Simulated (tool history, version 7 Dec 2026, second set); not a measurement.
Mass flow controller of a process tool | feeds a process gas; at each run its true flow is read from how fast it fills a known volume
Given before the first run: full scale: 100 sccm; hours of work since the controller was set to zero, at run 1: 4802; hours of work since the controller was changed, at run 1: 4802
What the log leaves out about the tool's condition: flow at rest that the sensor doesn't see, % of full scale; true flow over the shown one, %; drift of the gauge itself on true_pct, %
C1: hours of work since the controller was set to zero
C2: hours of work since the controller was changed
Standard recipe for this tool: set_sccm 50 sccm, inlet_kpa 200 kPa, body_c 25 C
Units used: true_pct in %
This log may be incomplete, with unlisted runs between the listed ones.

{"run": 1, "day": 0.0, "set_sccm": 50, "inlet_kpa": 200, "body_c": 25, "C1": 4802, "C2": 4802, "true_pct": 94.42}
{"day": 8.792, "done": "controller's zero set anew"}
{"run": 2, "day": 11.688, "set_sccm": 50, "inlet_kpa": 200, "body_c": 25, "C1": 54, "C2": 5021, "true_pct": 96.85}
{"run": 3, "day": 25.904, "set_sccm": 50, "inlet_kpa": 200, "body_c": 25, "C1": 322, "C2": 5289, "true_pct": 96.59}
{"run": 4, "day": 34.971, "set_sccm": 50, "inlet_kpa": 200, "body_c": 25, "C1": 492, "C2": 5459, "true_pct": 96.41}
{"run": 5, "day": 42.588, "set_sccm": 50, "inlet_kpa": 200, "body_c": 25, "C1": 636, "C2": 5602, "true_pct": 96.34}
{"run": 6, "day": 49.992, "set_sccm": 50, "inlet_kpa": 141, "body_c": 25, "C1": 775, "C2": 5742, "true_pct": 95.74}
{"run": 7, "day": 65.7, "set_sccm": 30, "inlet_kpa": 200, "body_c": 25, "C1": 1071, "C2": 6037, "true_pct": 94.97}
{"run": 8, "day": 80.45, "set_sccm": 30, "inlet_kpa": 200, "body_c": 25, "C1": 1348, "C2": 6315, "true_pct": 94.6}
{"run": 9, "day": 92.825, "set_sccm": 30, "inlet_kpa": 200, "body_c": 25, "C1": 1581, "C2": 6547, "true_pct": 94.38}
{"run": 10, "day": 110.3, "set_sccm": 30, "inlet_kpa": 200, "body_c": 25, "C1": 1909, "C2": 6876, "true_pct": 93.95}
{"run": 11, "day": 124.9, "set_sccm": 50, "inlet_kpa": 200, "body_c": 25, "C1": 2184, "C2": 7151, "true_pct": 94.95}
{"run": 12, "day": 136.179, "set_sccm": 50, "inlet_kpa": 200, "body_c": 25, "C1": 2396, "C2": 7363, "true_pct": 94.69}
{"run": 13, "day": 144.233, "set_sccm": 50, "inlet_kpa": 200, "body_c": 25, "C1": 2548, "C2": 7515, "true_pct": 94.49}
{"day": 149.833, "done": "controller exchanged for a calibrated one"}
{"run": 14, "day": 161.612, "set_sccm": 50, "inlet_kpa": 200, "body_c": 21, "C1": 222, "C2": 222, "true_pct": 98.27}

What does the tool deliver on the next run?
{"run": 15, "day": 169.829, "set_sccm": 48, "inlet_kpa": 256, "body_c": 21, "C1": 376, "C2": 376, "true_pct": "?"}

{"run 15": {"true_pct": 98.31}}
If the tool had no hidden condition, the same run with the same run-to-run variation would have returned true_pct 98.74 %.

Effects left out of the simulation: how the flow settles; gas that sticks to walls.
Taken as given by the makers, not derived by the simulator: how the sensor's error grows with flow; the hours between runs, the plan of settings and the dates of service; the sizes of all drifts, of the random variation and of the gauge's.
